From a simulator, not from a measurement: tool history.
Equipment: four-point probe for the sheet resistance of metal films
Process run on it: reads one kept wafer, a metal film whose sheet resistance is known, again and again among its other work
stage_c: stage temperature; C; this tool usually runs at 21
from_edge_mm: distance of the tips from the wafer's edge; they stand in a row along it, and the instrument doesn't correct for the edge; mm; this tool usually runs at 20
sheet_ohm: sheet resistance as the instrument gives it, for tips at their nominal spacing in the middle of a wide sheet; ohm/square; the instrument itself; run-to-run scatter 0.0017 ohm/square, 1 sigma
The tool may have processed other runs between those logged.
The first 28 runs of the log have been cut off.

| run | hour | stage_c | from_edge_mm | touches since the probe head was changed | hours of work since the stage's thermometer was calibrated | sheet_ohm |
|---|---|---|---|---|---|---|
| 29 | 2568.8 | 31 | 10 | 11044 | 185 | 8.669098 |
| 30 | 2643.2 | 25 | 70 | 13562 | 222 | 8.621409 |
|  | 2705.4 | stage's thermometer calibrated, once more |
| 31 | 2758.1 | 27 | 5 | 17440 | 26 | 8.880859 |
| 32 | 2826.0 | 21 | 19 | 19741 | 60 | 8.633545 |
| 33 | 2922.0 | 21 | 19 | 22991 | 108 | 8.627136 |
| 34 | 3025.5 | 21 | 19 | 26498 | 159 | 8.626425 |
| 35 | 3136.7 | 19 | 6 | 30267 | 215 | 8.815031 |
| 36 | 3196.5 | 30 | 9 | 32291 | 245 | 8.664952 |
| 37 | 3254.2 | 34 | 20 | 34245 | 273 | 8.577187 |
| 38 | 3373.1 | 34 | 20 | 38275 | 333 | 8.572758 |
| 39 | 3482.1 | 34 | 20 | 41968 | 387 | 8.570934 |
| 40 | 3546.6 | 21 | 5 | 44152 | 419 | 8.887932 |
| 41 | 3663.2 | 21 | 37 | 48102 | 477 | 8.598536 |
| 42 | 3776.0 | 26 | 4 | 51924 | 533 | 9.015388 |
| 43 | 3871.5 | 26 | 26 | 55158 | 581 | 8.584445 |
| 44 | 3973.8 | 24 | 11 | 58625 | 632 | 8.639592 |
| 45 | 4032.3 | 24 | 11 | 60607 | 661 | 8.636716 |

Below are 3 alternative next runs, each starting from the tool's condition after run 45. Predict each:
| A | 4127.0 | 21 | 11 | 63814 | 708 | ? |
| B | 4127.0 | 29 | 11 | 63814 | 708 | ? |
| C | 4127.0 | 31 | 47 | 63814 | 708 | ? |

| run | sheet_ohm |
|---|---|
| A | 8.649584 |
| B | 8.620745 |
| C | 8.556591 |
With no hidden state in the tool, these same runs would have given:
| run | sheet_ohm |
|---|---|
| A | 8.687124 |
| B | 8.658203 |
| C | 8.593800 |
